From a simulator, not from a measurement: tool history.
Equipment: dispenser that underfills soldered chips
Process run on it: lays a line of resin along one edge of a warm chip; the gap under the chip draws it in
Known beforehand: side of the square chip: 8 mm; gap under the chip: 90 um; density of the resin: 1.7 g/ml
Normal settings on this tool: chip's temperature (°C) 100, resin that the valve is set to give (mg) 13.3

run,hour,chip's temperature (°C),resin that the valve is set to give (mg),time until the resin shows at the far edge (s),resin that the valve gave (mg)
1,0.0,100,13.3,29.6,13.26
2,7.3,100,13.3,42.5,13.16
# hour 10.9: new syringe of resin
3,13.3,109,13.3,19.0,13.18
4,21.8,109,12.2,28.6,12.03
# hour 25.4: new syringe of resin
5,31.2,100,13.8,32.6,13.62
# hour 39.5: new syringe of resin
6,42.8,100,13.8,29.9,13.50
7,48.5,98,14.9,41.6,14.60
# hour 53.7: new syringe of resin
8,59.2,98,14.9,35.0,14.47
9,65.5,98,14.9,46.5,14.44
# hour 67.9: new syringe of resin
10,73.7,97,15.4,37.4,14.97
11,80.3,87,17.3,80.6,16.75

Alternative continuations, all from the tool just after run 11; predict every row:
# hour 82.8: new syringe of resin
A,89.7,111,13.6,?,?
# hour 82.8: new syringe of resin
B,89.7,113,13.3,?,?
# hour 82.8: new syringe of resin
C,89.7,92,12.9,?,?

run,time until the resin shows at the far edge (s),resin that the valve gave (mg)
A,21.6,13.11
B,19.9,12.84
C,50.9,12.44
What these runs would have given with no unlogged condition in the tool:
run,time until the resin shows at the far edge (s),resin that the valve gave (mg)
A,14.1,13.58
B,13.0,13.30
C,32.7,12.89

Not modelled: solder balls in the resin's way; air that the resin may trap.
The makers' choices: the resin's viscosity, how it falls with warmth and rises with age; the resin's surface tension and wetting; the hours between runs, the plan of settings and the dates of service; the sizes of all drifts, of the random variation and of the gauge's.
